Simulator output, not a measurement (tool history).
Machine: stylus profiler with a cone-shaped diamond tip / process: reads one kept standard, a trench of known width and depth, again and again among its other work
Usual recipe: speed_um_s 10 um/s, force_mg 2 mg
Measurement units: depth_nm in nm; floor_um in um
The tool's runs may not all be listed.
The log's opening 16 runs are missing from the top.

| run | hour | speed_um_s | force_mg | scans with this tip | hours of work since the height scale was calibrated | depth_nm | floor_um |
|---|---|---|---|---|---|---|---|
| 17 | 211.1 | 10 | 0.92 | 1511 | 335 | 1008.07 | 25.9 |
| 18 | 227.4 | 10 | 2 | 1561 | 346 | 1012.22 | 25.9 |
| 19 | 240 | 10 | 2 | 1599 | 355 | 1011.93 | 25.88 |
| 20 | 256 | 10 | 2 | 1648 | 366 | 1011.97 | 25.92 |
| 21 | 265.1 | 10 | 2 | 1676 | 372 | 1012.53 | 25.9 |
| 22 | 278.8 | 10 | 2 | 1718 | 381 | 1011.89 | 25.9 |
| 23 | 287.7 | 10 | 2 | 1745 | 387 | 1012.06 | 25.87 |
| 24 | 304 | 10 | 2 | 1795 | 398 | 1012.51 | 25.88 |
| 25 | 317.3 | 9 | 2 | 1835 | 407 | 1012.48 | 25.93 |
| 26 | 331.2 | 29 | 2.94 | 1878 | 417 | 1015.56 | 25.82 |
| 27 | 340.1 | 29 | 4.76 | 1905 | 423 | 1021.02 | 25.86 |
| 28 | 351.6 | 4 | 1.62 | 1940 | 430 | 1010.82 | 25.94 |
| 29 | 362 | 4 | 1.62 | 1971 | 437 | 1011.09 | 25.89 |
| 30 | 378.5 | 4 | 1.62 | 2022 | 449 | 1010.7 | 25.84 |
| 31 | 392.4 | 4 | 1.62 | 2064 | 458 | 1010.9 | 25.86 |
| 32 | 399.6 | 4 | 1.62 | 2086 | 463 | 1010.86 | 25.8 |
| 33 | 415.7 | 33 | 2.07 | 2135 | 474 | 1012.56 | 25.77 |

What will run 34 give?
| 34 | 424.1 | 16 | 1.67 | 2161 | 479 | ? | ? |

{"run 34": {"depth_nm": 1011.1, "floor_um": 25.85}}
On a tool with no hidden condition, and with the same random variation, this run would have come out at depth_nm 1009.62 nm, floor_um 25.96 um.
